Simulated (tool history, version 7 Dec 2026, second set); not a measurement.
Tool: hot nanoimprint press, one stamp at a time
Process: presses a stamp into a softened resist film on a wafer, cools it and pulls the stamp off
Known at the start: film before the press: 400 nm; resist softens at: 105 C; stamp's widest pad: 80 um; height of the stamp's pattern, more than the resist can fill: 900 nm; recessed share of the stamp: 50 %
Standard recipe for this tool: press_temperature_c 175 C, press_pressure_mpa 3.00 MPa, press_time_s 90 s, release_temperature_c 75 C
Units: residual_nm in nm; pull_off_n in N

| run | day | press_temperature_c | press_pressure_mpa | press_time_s | release_temperature_c | residual_nm | pull_off_n |
|---|---|---|---|---|---|---|---|
| 1 | 0.000 | 175 | 3.00 | 90 | 75 | 223.8 | 210 |
| 2 | 1.983 | 175 | 3.90 | 90 | 75 | 198.4 | 216 |
| 3 | 3.367 | 175 | 3.65 | 90 | 75 | 203.9 | 218 |
| 4 | 5.046 | 175 | 3.65 | 90 | 75 | 205.0 | 217 |
| 5 | 6.517 | 175 | 3.65 | 90 | 75 | 204.8 | 222 |
| 6 | 8.588 | 175 | 3.00 | 90 | 75 | 224.4 | 216 |
| 7 | 10.883 | 175 | 3.00 | 90 | 75 | 224.4 | 217 |
|  | 11.750 | plate thermocouple calibrated |
|  | 12.596 | stamp cleaned and given a new release coat |
| 8 | 12.596 | 175 | 3.00 | 90 | 75 | 225.8 | 213 |
| 9 | 13.588 | 175 | 3.00 | 90 | 75 | 225.9 | 212 |
| 10 | 14.733 | 175 | 3.00 | 90 | 75 | 224.6 | 216 |
| 11 | 17.062 | 175 | 3.00 | 90 | 75 | 225.7 | 213 |
| 12 | 19.254 | 175 | 3.00 | 90 | 75 | 225.1 | 216 |
| 13 | 20.500 | 175 | 4.73 | 90 | 75 | 181.8 | 222 |
| 14 | 22.342 | 175 | 4.73 | 90 | 75 | 182.5 | 218 |
|  | 22.854 | press's hydraulic seals changed and the load cell set to zero |
| 15 | 23.775 | 175 | 3.00 | 90 | 75 | 226.0 | 209 |
| 16 | 25.200 | 166 | 2.07 | 127 | 76 | 319.9 | 220 |
| 17 | 27.046 | 171 | 2.07 | 106 | 76 | 287.7 | 220 |
| 18 | 28.942 | 166 | 4.13 | 106 | 61 | 267.7 | 239 |
| 19 | 29.938 | 175 | 4.13 | 136 | 61 | 168.2 | 243 |
|  | 31.088 | stamp cleaned and given a new release coat |
| 20 | 31.817 | 168 | 4.71 | 92 | 61 | 244.3 | 240 |
| 21 | 33.342 | 175 | 3.00 | 90 | 61 | 226.9 | 233 |
| 22 | 34.338 | 175 | 3.00 | 90 | 61 | 227.4 | 243 |
| 23 | 36.229 | 181 | 4.79 | 90 | 81 | 139.3 | 207 |
| 24 | 38.067 | 181 | 4.79 | 90 | 81 | 139.1 | 208 |
| 25 | 39.983 | 181 | 4.79 | 90 | 81 | 139.6 | 205 |
| 26 | 41.938 | 169 | 2.92 | 90 | 75 | 286.6 | 217 |
|  | 43.275 | gauge calibrated |
| 27 | 43.808 | 169 | 2.92 | 59 | 75 | 307.8 | 215 |
| 28 | 44.871 | 169 | 3.66 | 55 | 75 | 291.8 | 215 |
|  | 47.008 | plate thermocouple calibrated |
| 29 | 47.362 | 169 | 3.66 | 55 | 60 | 292.4 | 240 |

Branching from run 29: 5 alternative next runs. What would each branch give?
| A | 48.796 | 169 | 3.27 | 55 | 60 | ? | ? |
| B | 48.796 | 169 | 2.19 | 55 | 60 | ? | ? |
| C | 48.796 | 175 | 3.00 | 53 | 75 | ? | ? |
| D | 48.796 | 172 | 3.81 | 90 | 75 | ? | ? |
| E | 48.796 | 169 | 2.03 | 55 | 60 | ? | ? |

| run | residual_nm | pull_off_n |
|---|---|---|
| A | 304.5 | 246 |
| B | 334.0 | 248 |
| C | 261.0 | 221 |
| D | 227.0 | 216 |
| E | 340.5 | 233 |
Without the tool's hidden state the same runs would have given:
| run | residual_nm | pull_off_n |
|---|---|---|
| A | 303.6 | 242 |
| B | 333.2 | 245 |
| C | 260.3 | 218 |
| D | 226.4 | 213 |
| E | 339.7 | 230 |
